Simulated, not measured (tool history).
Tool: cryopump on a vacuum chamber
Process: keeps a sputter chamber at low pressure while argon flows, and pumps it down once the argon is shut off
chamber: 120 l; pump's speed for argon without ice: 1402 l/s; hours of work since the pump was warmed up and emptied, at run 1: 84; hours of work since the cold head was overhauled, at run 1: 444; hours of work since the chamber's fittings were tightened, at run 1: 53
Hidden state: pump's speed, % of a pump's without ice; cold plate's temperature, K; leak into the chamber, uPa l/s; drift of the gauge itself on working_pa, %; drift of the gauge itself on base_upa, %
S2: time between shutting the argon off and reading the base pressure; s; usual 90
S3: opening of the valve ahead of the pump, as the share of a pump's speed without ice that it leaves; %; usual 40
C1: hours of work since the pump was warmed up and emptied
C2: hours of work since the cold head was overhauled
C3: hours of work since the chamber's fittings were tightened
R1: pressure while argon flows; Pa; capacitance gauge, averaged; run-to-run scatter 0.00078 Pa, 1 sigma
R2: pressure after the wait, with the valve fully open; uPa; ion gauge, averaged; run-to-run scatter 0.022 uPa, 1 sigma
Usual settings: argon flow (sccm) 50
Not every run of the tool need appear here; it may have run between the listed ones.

run 1 hour=0 | argon_flow_(sccm)=50 S2=90 S3=40 | C1=84 C2=444 C3=53 | R1=0.157 R2=0.67
run 2 hour=40.1 | argon_flow_(sccm)=84 S2=90 S3=40 | C1=107 C2=468 C3=77 | R1=0.2647 R2=0.73
run 3 hour=63.8 | argon_flow_(sccm)=84 S2=90 S3=40 | C1=121 C2=482 C3=91 | R1=0.2693 R2=0.76
run 4 hour=87.6 | argon_flow_(sccm)=84 S2=90 S3=40 | C1=135 C2=496 C3=105 | R1=0.2697 R2=0.79
run 5 hour=137.5 | argon_flow_(sccm)=84 S2=90 S3=40 | C1=165 C2=526 C3=135 | R1=0.273 R2=0.82
run 6 hour=191.8 | argon_flow_(sccm)=84 S2=90 S3=40 | C1=197 C2=558 C3=167 | R1=0.279 R2=0.84
run 7 hour=225.5 | argon_flow_(sccm)=84 S2=90 S3=40 | C1=217 C2=578 C3=187 | R1=0.2803 R2=0.93
run 8 hour=252.4 | argon_flow_(sccm)=50 S2=90 S3=16 | C1=233 C2=594 C3=203 | R1=0.3927 R2=0.98
run 9 hour=307 | argon_flow_(sccm)=50 S2=24 S3=40 | C1=265 C2=626 C3=235 | R1=0.1717 R2=1.83
run 10 hour=347.4 | argon_flow_(sccm)=50 S2=24 S3=40 | C1=289 C2=650 C3=259 | R1=0.1765 R2=1.97
run 11 hour=402 | argon_flow_(sccm)=50 S2=24 S3=40 | C1=321 C2=682 C3=291 | R1=0.1781 R2=2.03
-- hour=444.8 pump warmed up, emptied and cooled again
run 12 hour=445.3 | argon_flow_(sccm)=50 S2=24 S3=40 | C1=0 C2=705 C3=314 | R1=0.1514 R2=1.77
run 13 hour=472.4 | argon_flow_(sccm)=50 S2=90 S3=40 | C1=16 C2=721 C3=330 | R1=0.1545 R2=0.93
run 14 hour=501.2 | argon_flow_(sccm)=50 S2=90 S3=40 | C1=33 C2=738 C3=347 | R1=0.1526 R2=0.93
run 15 hour=538.3 | argon_flow_(sccm)=50 S2=90 S3=40 | C1=55 C2=760 C3=369 | R1=0.1552 R2=1.01
run 16 hour=577.9 | argon_flow_(sccm)=50 S2=90 S3=40 | C1=79 C2=783 C3=392 | R1=0.1563 R2=1.01
run 17 hour=630.5 | argon_flow_(sccm)=50 S2=90 S3=44 | C1=110 C2=814 C3=423 | R1=0.1445 R2=1.08
run 18 hour=664.5 | argon_flow_(sccm)=50 S2=90 S3=44 | C1=130 C2=834 C3=444 | R1=0.146 R2=1.12
run 19 hour=715.4 | argon_flow_(sccm)=50 S2=90 S3=44 | C1=160 C2=864 C3=474 | R1=0.1485 R2=1.27
run 20 hour=768.2 | argon_flow_(sccm)=50 S2=90 S3=44 | C1=191 C2=896 C3=505 | R1=0.1509 R2=1.25

Run 21, settings as shown, results not yet in. Your forecast:
run 21 hour=816.3 | argon_flow_(sccm)=33 S2=30 S3=52 | C1=220 C2=924 C3=533 | R1=? R2=?

Run 21 came out at R1 0.0873 Pa, R2 1.97 uPa.
Without the tool's hidden state the same run would have given R1 0.0766 Pa, R2 1.17 uPa.

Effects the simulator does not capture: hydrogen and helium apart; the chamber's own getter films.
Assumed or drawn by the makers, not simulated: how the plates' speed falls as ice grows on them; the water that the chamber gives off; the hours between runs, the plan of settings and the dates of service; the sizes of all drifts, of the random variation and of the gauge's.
